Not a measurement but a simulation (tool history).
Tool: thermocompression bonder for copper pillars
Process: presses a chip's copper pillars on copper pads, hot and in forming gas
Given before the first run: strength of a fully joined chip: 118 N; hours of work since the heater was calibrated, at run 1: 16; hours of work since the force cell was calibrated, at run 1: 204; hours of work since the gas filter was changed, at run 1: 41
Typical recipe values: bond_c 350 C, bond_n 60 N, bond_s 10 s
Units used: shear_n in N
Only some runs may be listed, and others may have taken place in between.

run   hour  bond_c  bond_n  bond_s  hours of work since the heater was calibrated  hours of work since the force cell was calibrated  hours of work since the gas filter was changed  shear_n
  1    0.0     350      60      10                                             16                                                204                                              41     69.4
  2    7.1     350      60      10                                             21                                                209                                              46     67.6
  3   15.4     350      60      10                                             27                                                215                                              52     68.8
  4   26.8     350      60      10                                             35                                                223                                              60     66.7
  5   31.9     350      60      10                                             38                                                226                                              63     66.6
  6   41.7     324      60      10                                             45                                                233                                              70     53.5
  7   47.8     350      60      23                                             49                                                237                                              74     82.9
  8   59.2     350      60      23                                             57                                                245                                              82     83.1
  9   64.0     359      60      23                                             60                                                249                                              85     85.3
 10   72.8     359      60      23                                             66                                                255                                              91     85.5
 11   84.5     350      80      10                                             74                                                263                                              99     75.6
 12   93.4     350      80      10                                             81                                                269                                             106     75.8
 13  101.3     350      60      27                                             86                                                274                                             111     82.7
 14  111.8     350      53      21                                             93                                                281                                             118     73.8
 15  117.1     350      53      21                                             97                                                285                                             122     74.8
 16  124.3     342      44      19                                            102                                                290                                             127     59.9
 17  132.6     329      59      24                                            108                                                296                                             133     69.1
     135.5  -- heater calibrated with a thermocouple chip
 18  146.3     338      46      10                                              7                                                304                                             141     46.8
 19  155.1     326      42      18                                             13                                                310                                             147     49.3
     163.0  -- heater calibrated with a thermocouple chip, once more
     168.7  -- forming gas filter changed
 20  168.9     326      42      18                                              4                                                318                                               0     56.3
 21  176.3     326      42      18                                              9                                                323                                               5     54.7
 22  184.7     326      42      18                                             15                                                329                                              11     55.4
 23  190.7     335      60      28                                             19                                                333                                              15     83.8
 24  197.8     369      44       7                                             24                                                337                                              20     59.7

Forecast run 25:
 25  206.7     357      84      20                                             30                                                344                                              26        ?

{"run 25": {"shear_n": 99.5}}
The same run, on a tool lacking any hidden state, would have yielded shear_n 102.6 N.
